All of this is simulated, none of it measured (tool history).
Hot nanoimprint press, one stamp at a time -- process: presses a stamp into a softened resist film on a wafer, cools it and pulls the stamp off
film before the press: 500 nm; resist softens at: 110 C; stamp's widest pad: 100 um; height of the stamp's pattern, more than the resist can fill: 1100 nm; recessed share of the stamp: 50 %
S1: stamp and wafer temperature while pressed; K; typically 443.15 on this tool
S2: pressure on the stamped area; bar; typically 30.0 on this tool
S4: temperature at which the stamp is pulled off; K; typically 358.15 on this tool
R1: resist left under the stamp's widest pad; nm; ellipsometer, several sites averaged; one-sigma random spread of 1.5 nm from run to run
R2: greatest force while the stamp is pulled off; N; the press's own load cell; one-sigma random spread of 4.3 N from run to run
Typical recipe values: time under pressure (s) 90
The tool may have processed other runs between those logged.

Run 1, day 0.000: usual settings. Result: R1 255.5 nm, R2 241 N.
At day 0.771: press's hydraulic seals changed and the load cell set to zero.
At day 2.354: stamp cleaned and given a new release coat.
Run 2, day 4.154: usual settings. Result: R1 252.0 nm, R2 221 N.
Run 3, day 5.804: usual settings but time under pressure (s) 136. Result: R1 216.8 nm, R2 237 N.
At day 10.121: stamp cleaned and given a new release coat.
Run 4, day 10.121: usual settings but time under pressure (s) 136. Result: R1 221.9 nm, R2 211 N.
Run 5, day 12.708: usual settings. Result: R1 261.3 nm, R2 226 N.
At day 14.517: plate thermocouple calibrated.
Run 6, day 15.654: usual settings but time under pressure (s) 142. Result: R1 194.2 nm, R2 244 N.
Run 7, day 17.433: usual settings but S1 453.15 K. Result: R1 145.3 nm, R2 241 N.
At day 18.196: stamp cleaned and given a new release coat.
Run 8, day 21.621: usual settings but time under pressure (s) 171. Result: R1 184.9 nm, R2 229 N.
Run 9, day 24.971: usual settings but time under pressure (s) 171. Result: R1 186.3 nm, R2 255 N.
At day 26.138: stamp cleaned and given a new release coat.
Run 10, day 29.212: usual settings but time under pressure (s) 171. Result: R1 192.4 nm, R2 229 N.
Run 11, day 31.954: usual settings but S4 363.15 K. Result: R1 246.0 nm, R2 238 N.
At day 34.146: stamp cleaned and given a new release coat.
Run 12, day 34.725: usual settings but S4 363.15 K. Result: R1 248.4 nm, R2 208 N.
Run 13, day 37.462: usual settings but S1 441.15 K, S2 19.1 bar, time under pressure (s) 157, S4 363.15 K. Result: R1 275.3 nm, R2 230 N.
Run 14, day 41.450: usual settings but S1 441.15 K, S2 19.1 bar, time under pressure (s) 157, S4 363.15 K. Result: R1 283.8 nm, R2 244 N.
At day 41.988: stamp cleaned and given a new release coat.
At day 44.733: press's hydraulic seals changed and the load cell set to zero.
Run 15, day 45.558: usual settings but S1 441.15 K, S2 19.1 bar, time under pressure (s) 157, S4 363.15 K. Result: R1 278.4 nm, R2 223 N.
Run 16, day 47.275: usual settings but S1 441.15 K, S2 19.1 bar, time under pressure (s) 157, S4 363.15 K. Result: R1 283.0 nm, R2 237 N.
At day 50.083: stamp cleaned and given a new release coat.
At day 50.575: plate thermocouple calibrated.
Run 17, day 50.975: usual settings but S1 441.15 K, S2 19.1 bar, time under pressure (s) 157, S4 363.15 K. Result: R1 251.9 nm, R2 203 N.
Run 18, day 54.842: usual settings but time under pressure (s) 109, S4 353.15 K. Result: R1 212.5 nm, R2 246 N.
At day 58.029: stamp cleaned and given a new release coat.
Run 19, day 58.896: usual settings but time under pressure (s) 109, S4 353.15 K. Result: R1 216.7 nm, R2 223 N.
Run 20, day 62.442: usual settings but time under pressure (s) 109, S4 353.15 K. Result: R1 224.4 nm, R2 247 N.
Run 21, day 65.483: usual settings but S1 442.15 K, time under pressure (s) 73, S4 357.15 K. Result: R1 270.0 nm, R2 259 N.
At day 65.983: stamp cleaned and given a new release coat.
Run 22, day 69.825: usual settings but S1 442.15 K, time under pressure (s) 73, S4 357.15 K. Result: R1 275.9 nm, R2 228 N.
Run 23, day 72.842: usual settings but S1 444.15 K, time under pressure (s) 107. Result: R1 223.4 nm, R2 247 N.
At day 73.967: stamp cleaned and given a new release coat.
Run 24, day 76.371: usual settings but S1 445.15 K. Result: R1 230.9 nm, R2 226 N.

Consider 3 possible next runs. They are alternatives, not a sequence: every one starts from the tool as it was left by run 24. What does each give?
Run A, day 78.038: usual settings but S1 445.15 K, S2 20.1 bar, time under pressure (s) 54, S4 348.15 K. Result: R1 ?, R2 ?.
Run B, day 78.038: usual settings but S1 445.15 K, time under pressure (s) 167, S4 357.15 K. Result: R1 ?, R2 ?.
Run C, day 78.038: usual settings but S1 450.15 K, S2 29.5 bar, S4 348.15 K. Result: R1 ?, R2 ?.

run     R1   R2
  A  319.5  256
  B  183.3  238
  C  184.7  248
With the hidden condition removed and each run's random variation left untouched, the same runs would have given:
run     R1   R2
  A  292.5  231
  B  161.4  215
  C  164.1  224

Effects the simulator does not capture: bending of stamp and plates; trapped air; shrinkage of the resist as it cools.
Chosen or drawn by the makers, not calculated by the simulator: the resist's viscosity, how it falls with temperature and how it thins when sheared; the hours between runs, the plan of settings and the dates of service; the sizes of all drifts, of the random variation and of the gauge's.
